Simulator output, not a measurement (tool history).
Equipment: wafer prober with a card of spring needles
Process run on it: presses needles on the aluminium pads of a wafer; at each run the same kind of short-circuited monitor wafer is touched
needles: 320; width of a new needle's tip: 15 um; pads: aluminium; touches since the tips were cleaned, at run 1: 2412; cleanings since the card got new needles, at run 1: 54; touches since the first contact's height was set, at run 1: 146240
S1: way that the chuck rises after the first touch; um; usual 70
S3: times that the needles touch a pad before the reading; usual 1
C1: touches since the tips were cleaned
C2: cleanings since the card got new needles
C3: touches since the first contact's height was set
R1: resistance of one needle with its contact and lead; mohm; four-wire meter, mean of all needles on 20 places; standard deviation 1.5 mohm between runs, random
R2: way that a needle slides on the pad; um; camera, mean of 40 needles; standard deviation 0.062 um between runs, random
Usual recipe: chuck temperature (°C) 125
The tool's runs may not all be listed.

Run 1, hour 0.0: usual settings; C1 2412; C2 54; C3 146240. Result: R1 168 mohm, R2 8.60 um.
At hour 14.9: tips cleaned on abrasive film.
Run 2, hour 31.9: usual settings; C1 4946; C2 55; C3 155507. Result: R1 178 mohm, R2 8.62 um.
At hour 40.8: tips cleaned on abrasive film.
Run 3, hour 58.7: usual settings; C1 5240; C2 56; C3 163318. Result: R1 179 mohm, R2 8.67 um.
At hour 64.9: tips cleaned on abrasive film.
At hour 88.5: tips cleaned on abrasive film.
Run 4, hour 102.8: usual settings; C1 4173; C2 58; C3 176106. Result: R1 174 mohm, R2 8.64 um.
At hour 112.4: tips cleaned on abrasive film.
Run 5, hour 121.7: usual settings; C1 2722; C2 59; C3 181598. Result: R1 167 mohm, R2 8.63 um.
At hour 136.2: tips cleaned on abrasive film.
Run 6, hour 142.2: usual settings but S1 52 um; C1 1755; C2 60; C3 187552. Result: R1 191 mohm, R2 6.27 um.
At hour 159.1: tips cleaned on abrasive film.
Run 7, hour 164.6: usual settings but S1 65 um; C1 1602; C2 61; C3 194052. Result: R1 164 mohm, R2 8.04 um.
At hour 182.1: tips cleaned on abrasive film.
Run 8, hour 194.4: usual settings but S3 2; C1 3570; C2 62; C3 202717. Result: R1 162 mohm, R2 8.69 um.
At hour 206.5: tips cleaned on abrasive film.
Run 9, hour 225.3: usual settings but S3 2; C1 5487; C2 63; C3 211711. Result: R1 164 mohm, R2 8.55 um.
At hour 229.4: tips cleaned on abrasive film.
At hour 229.7: height of the first contact set anew.
At hour 252.8: tips cleaned on abrasive film.
Run 10, hour 266.4: usual settings but chuck temperature (°C) 119, S3 2; C1 3943; C2 65; C3 10662. Result: R1 162 mohm, R2 8.40 um.
At hour 277.9: tips cleaned on abrasive film.
Run 11, hour 296.9: usual settings but S1 61 um, chuck temperature (°C) 44; C1 5546; C2 66; C3 19558. Result: R1 201 mohm, R2 7.07 um.
At hour 302.9: tips cleaned on abrasive film.
Run 12, hour 321.0: usual settings but S1 73 um; C1 5280; C2 67; C3 26533. Result: R1 182 mohm, R2 8.70 um.
At hour 329.0: tips cleaned on abrasive film.
At hour 352.9: tips cleaned on abrasive film.
Run 13, hour 354.4: usual settings but S1 59 um, chuck temperature (°C) 48, S3 2; C1 433; C2 69; C3 36221. Result: R1 136 mohm, R2 6.95 um.
At hour 375.7: tips cleaned on abrasive film.
Run 14, hour 383.0: usual settings but S1 59 um, chuck temperature (°C) 48, S3 2; C1 2129; C2 70; C3 44542. Result: R1 159 mohm, R2 6.82 um.
At hour 391.3: height of the first contact set anew, once more.
At hour 401.4: tips cleaned on abrasive film.
Run 15, hour 411.7: usual settings but S1 59 um, chuck temperature (°C) 48, S3 2; C1 3005; C2 71; C3 5919. Result: R1 154 mohm, R2 7.46 um.

The same runs without the tool's hidden state, with the same run-to-run variation:
Hidden conditions of the tool in this case: debris on the tips, nm; way that the needles fall short of the set height, um; tips' diameter, um; drift of the gauge itself on contact_mohm, %; drift of the gauge itself on scrub_um, %.
run   R1    R2
  1  135  8.84
  2  133  8.87
  3  135  8.93
  4  132  8.92
  5  133  8.93
  6  143  6.58
  7  135  8.36
  8  136  9.02
  9  133  8.90
 10  133  8.99
 11  125  7.67
 12  132  9.31
 13  123  7.59
 14  125  7.46
 15  123  7.47
